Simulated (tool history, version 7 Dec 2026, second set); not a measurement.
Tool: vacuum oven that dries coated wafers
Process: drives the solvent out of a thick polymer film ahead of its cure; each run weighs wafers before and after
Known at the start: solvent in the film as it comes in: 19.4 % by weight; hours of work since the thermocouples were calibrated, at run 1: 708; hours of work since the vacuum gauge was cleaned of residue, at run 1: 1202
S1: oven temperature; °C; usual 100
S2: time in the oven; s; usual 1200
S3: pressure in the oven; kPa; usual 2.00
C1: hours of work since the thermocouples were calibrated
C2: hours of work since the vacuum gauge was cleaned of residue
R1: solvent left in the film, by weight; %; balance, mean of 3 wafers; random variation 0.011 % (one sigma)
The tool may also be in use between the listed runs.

{"run": 1, "hour": 0.0, "S1": 100, "S2": 1200, "S3": 2.0, "C1": 708, "C2": 1202, "R1": 2.1}
{"run": 2, "hour": 61.4, "S1": 100, "S2": 1200, "S3": 2.0, "C1": 735, "C2": 1229, "R1": 2.09}
{"run": 3, "hour": 136.4, "S1": 100, "S2": 1200, "S3": 2.0, "C1": 767, "C2": 1261, "R1": 2.12}
{"run": 4, "hour": 231.8, "S1": 102, "S2": 1200, "S3": 2.0, "C1": 809, "C2": 1303, "R1": 1.69}
{"hour": 257.1, "done": "oven's thermocouples calibrated"}
{"run": 5, "hour": 284.8, "S1": 94, "S2": 1200, "S3": 2.0, "C1": 12, "C2": 1325, "R1": 3.78}
{"run": 6, "hour": 367.7, "S1": 94, "S2": 1200, "S3": 2.0, "C1": 48, "C2": 1361, "R1": 3.76}
{"run": 7, "hour": 456.2, "S1": 94, "S2": 1200, "S3": 2.0, "C1": 86, "C2": 1399, "R1": 3.73}
{"run": 8, "hour": 510.1, "S1": 113, "S2": 1200, "S3": 2.0, "C1": 110, "C2": 1423, "R1": 0.72}
{"run": 9, "hour": 566.7, "S1": 100, "S2": 1200, "S3": 2.0, "C1": 134, "C2": 1447, "R1": 2.03}
{"run": 10, "hour": 659.8, "S1": 100, "S2": 1200, "S3": 2.0, "C1": 175, "C2": 1488, "R1": 1.99}
{"hour": 693.9, "done": "oven's thermocouples calibrated, once more"}
{"run": 11, "hour": 714.7, "S1": 100, "S2": 1200, "S3": 2.61, "C1": 9, "C2": 1511, "R1": 2.37}
{"run": 12, "hour": 791.8, "S1": 100, "S2": 1200, "S3": 2.61, "C1": 43, "C2": 1544, "R1": 2.36}
{"run": 13, "hour": 857.1, "S1": 100, "S2": 1200, "S3": 2.0, "C1": 71, "C2": 1572, "R1": 2.07}
{"run": 14, "hour": 939.8, "S1": 100, "S2": 1200, "S3": 2.0, "C1": 107, "C2": 1608, "R1": 2.08}
{"run": 15, "hour": 981.5, "S1": 100, "S2": 1200, "S3": 2.0, "C1": 125, "C2": 1626, "R1": 2.08}
{"run": 16, "hour": 1056.0, "S1": 100, "S2": 1200, "S3": 2.0, "C1": 157, "C2": 1659, "R1": 2.05}
{"run": 17, "hour": 1126.2, "S1": 100, "S2": 1200, "S3": 1.59, "C1": 188, "C2": 1689, "R1": 1.86}
{"run": 18, "hour": 1169.8, "S1": 105, "S2": 1200, "S3": 2.0, "C1": 207, "C2": 1708, "R1": 1.24}
{"run": 19, "hour": 1212.1, "S1": 105, "S2": 1200, "S3": 2.0, "C1": 225, "C2": 1727, "R1": 1.24}
{"run": 20, "hour": 1293.7, "S1": 105, "S2": 1200, "S3": 2.0, "C1": 260, "C2": 1762, "R1": 1.23}
{"run": 21, "hour": 1339.0, "S1": 112, "S2": 1560, "S3": 2.0, "C1": 280, "C2": 1782, "R1": 0.73}
{"run": 22, "hour": 1400.2, "S1": 100, "S2": 1920, "S3": 2.67, "C1": 307, "C2": 1808, "R1": 1.6}
{"run": 23, "hour": 1440.8, "S1": 100, "S2": 1920, "S3": 2.67, "C1": 324, "C2": 1826, "R1": 1.59}
{"run": 24, "hour": 1480.1, "S1": 111, "S2": 780, "S3": 1.17, "C1": 341, "C2": 1843, "R1": 0.84}
{"run": 25, "hour": 1524.1, "S1": 96, "S2": 1140, "S3": 4.67, "C1": 360, "C2": 1862, "R1": 4.58}
{"run": 26, "hour": 1604.1, "S1": 87, "S2": 780, "S3": 6.16, "C1": 395, "C2": 1897, "R1": 10.68}
{"run": 27, "hour": 1647.1, "S1": 87, "S2": 780, "S3": 6.16, "C1": 414, "C2": 1915, "R1": 10.65}
{"run": 28, "hour": 1734.6, "S1": 96, "S2": 1200, "S3": 3.92, "C1": 452, "C2": 1953, "R1": 3.99}
{"run": 29, "hour": 1794.5, "S1": 96, "S2": 1200, "S3": 1.6, "C1": 478, "C2": 1979, "R1": 2.83}
{"run": 30, "hour": 1858.7, "S1": 113, "S2": 1080, "S3": 1.71, "C1": 506, "C2": 2007, "R1": 0.63}
{"run": 31, "hour": 1913.5, "S1": 98, "S2": 1140, "S3": 7.58, "C1": 530, "C2": 2031, "R1": 5.24}
{"run": 32, "hour": 1995.4, "S1": 98, "S2": 1140, "S3": 7.58, "C1": 565, "C2": 2067, "R1": 5.24}
{"run": 33, "hour": 2072.9, "S1": 98, "S2": 960, "S3": 3.11, "C1": 599, "C2": 2100, "R1": 3.73}
{"run": 34, "hour": 2147.6, "S1": 111, "S2": 960, "S3": 3.18, "C1": 631, "C2": 2133, "R1": 1.27}
{"run": 35, "hour": 2188.2, "S1": 111, "S2": 960, "S3": 3.18, "C1": 649, "C2": 2150, "R1": 1.26}
{"run": 36, "hour": 2233.8, "S1": 100, "S2": 660, "S3": 4.69, "C1": 669, "C2": 2170, "R1": 5.29}
{"run": 37, "hour": 2290.0, "S1": 100, "S2": 660, "S3": 4.69, "C1": 693, "C2": 2195, "R1": 5.26}
{"run": 38, "hour": 2384.2, "S1": 109, "S2": 1320, "S3": 1.01, "C1": 734, "C2": 2236, "R1": 0.5}
{"run": 39, "hour": 2476.5, "S1": 100, "S2": 1200, "S3": 2.01, "C1": 774, "C2": 2276, "R1": 1.93}

Forecast each of these 4 alternatives for the next run:
{"run": "A", "hour": 2519.0, "S1": 100, "S2": 720, "S3": 6.02, "C1": 792, "C2": 2294, "R1": "?"}
{"run": "B", "hour": 2519.0, "S1": 100, "S2": 1200, "S3": 1.84, "C1": 792, "C2": 2294, "R1": "?"}
{"run": "C", "hour": 2519.0, "S1": 113, "S2": 660, "S3": 2.43, "C1": 792, "C2": 2294, "R1": "?"}
{"run": "D", "hour": 2519.0, "S1": 112, "S2": 1200, "S3": 4.24, "C1": 792, "C2": 2294, "R1": "?"}

run=A R1=5.37
run=B R1=1.87
run=C R1=1.18
run=D R1=1.45
Without the tool's hidden state the same runs would have given:
run=A R1=5.97
run=B R1=2.15
run=C R1=1.34
run=D R1=1.47
